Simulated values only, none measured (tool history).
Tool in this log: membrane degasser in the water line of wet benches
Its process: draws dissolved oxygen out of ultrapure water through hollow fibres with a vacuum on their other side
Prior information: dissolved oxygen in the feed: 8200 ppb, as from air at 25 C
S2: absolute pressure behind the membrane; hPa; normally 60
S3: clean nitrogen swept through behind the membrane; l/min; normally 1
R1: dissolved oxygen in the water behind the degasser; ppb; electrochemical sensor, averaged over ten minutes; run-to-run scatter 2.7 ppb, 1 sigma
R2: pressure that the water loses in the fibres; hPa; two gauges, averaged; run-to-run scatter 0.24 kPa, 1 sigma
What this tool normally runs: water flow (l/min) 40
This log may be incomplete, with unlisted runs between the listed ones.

{"run": 1, "day": 0.0, "water flow (l/min)": 40, "S2": 60, "S3": 1, "R1": 290.3, "R2": 643.1}
{"run": 2, "day": 2.862, "water flow (l/min)": 40, "S2": 147.2, "S3": 1, "R1": 904.2, "R2": 645.8}
{"run": 3, "day": 5.512, "water flow (l/min)": 40, "S2": 83.3, "S3": 1, "R1": 455, "R2": 647.1}
{"run": 4, "day": 7.588, "water flow (l/min)": 40, "S2": 83.3, "S3": 1, "R1": 461.9, "R2": 644.2}
{"run": 5, "day": 9.746, "water flow (l/min)": 40, "S2": 83.3, "S3": 1, "R1": 453, "R2": 644.9}
{"run": 6, "day": 11.367, "water flow (l/min)": 40, "S2": 83.3, "S3": 1, "R1": 456.2, "R2": 643.8}
{"run": 7, "day": 14.338, "water flow (l/min)": 40, "S2": 71.6, "S3": 1, "R1": 373, "R2": 646}
{"run": 8, "day": 17.296, "water flow (l/min)": 32, "S2": 43.1, "S3": 1, "R1": 126.7, "R2": 518.3}
{"run": 9, "day": 20.442, "water flow (l/min)": 40, "S2": 43.1, "S3": 1.61, "R1": 127.5, "R2": 647.5}
{"run": 10, "day": 22.233, "water flow (l/min)": 40, "S2": 59.7, "S3": 2.18, "R1": 178.6, "R2": 644.8}
{"run": 11, "day": 25.325, "water flow (l/min)": 52, "S2": 56.3, "S3": 0.56, "R1": 451.6, "R2": 845.9}
{"run": 12, "day": 27.054, "water flow (l/min)": 24, "S2": 60, "S3": 0.49, "R1": 303.1, "R2": 384.9}
{"run": 13, "day": 30.188, "water flow (l/min)": 44, "S2": 120.6, "S3": 0.94, "R1": 817.9, "R2": 709.3}
{"run": 14, "day": 32.896, "water flow (l/min)": 31, "S2": 36.1, "S3": 1.25, "R1": 71.7, "R2": 502.7}

Forecast each of these 5 alternatives for the next run:
{"run": "A", "day": 34.629, "water flow (l/min)": 62, "S2": 38.8, "S3": 0.62, "R1": "?", "R2": "?"}
{"run": "B", "day": 34.629, "water flow (l/min)": 46, "S2": 60, "S3": 1, "R1": "?", "R2": "?"}
{"run": "C", "day": 34.629, "water flow (l/min)": 38, "S2": 93, "S3": 1, "R1": "?", "R2": "?"}
{"run": "D", "day": 34.629, "water flow (l/min)": 62, "S2": 54.5, "S3": 0.43, "R1": "?", "R2": "?"}
{"run": "E", "day": 34.629, "water flow (l/min)": 40, "S2": 72.8, "S3": 1, "R1": "?", "R2": "?"}

run=A R1=243.8 R2=1009.3
run=B R1=333.9 R2=745.9
run=C R1=501.7 R2=619.2
run=D R1=557.9 R2=1002.2
run=E R1=388 R2=647.3
With the hidden condition removed and each run's random variation left untouched, the same runs would have given:
run=A R1=205.6 R2=1002.4
run=B R1=311.6 R2=740.8
run=C R1=483.8 R2=614.9
run=D R1=513.7 R2=995.2
run=E R1=368.4 R2=642.8

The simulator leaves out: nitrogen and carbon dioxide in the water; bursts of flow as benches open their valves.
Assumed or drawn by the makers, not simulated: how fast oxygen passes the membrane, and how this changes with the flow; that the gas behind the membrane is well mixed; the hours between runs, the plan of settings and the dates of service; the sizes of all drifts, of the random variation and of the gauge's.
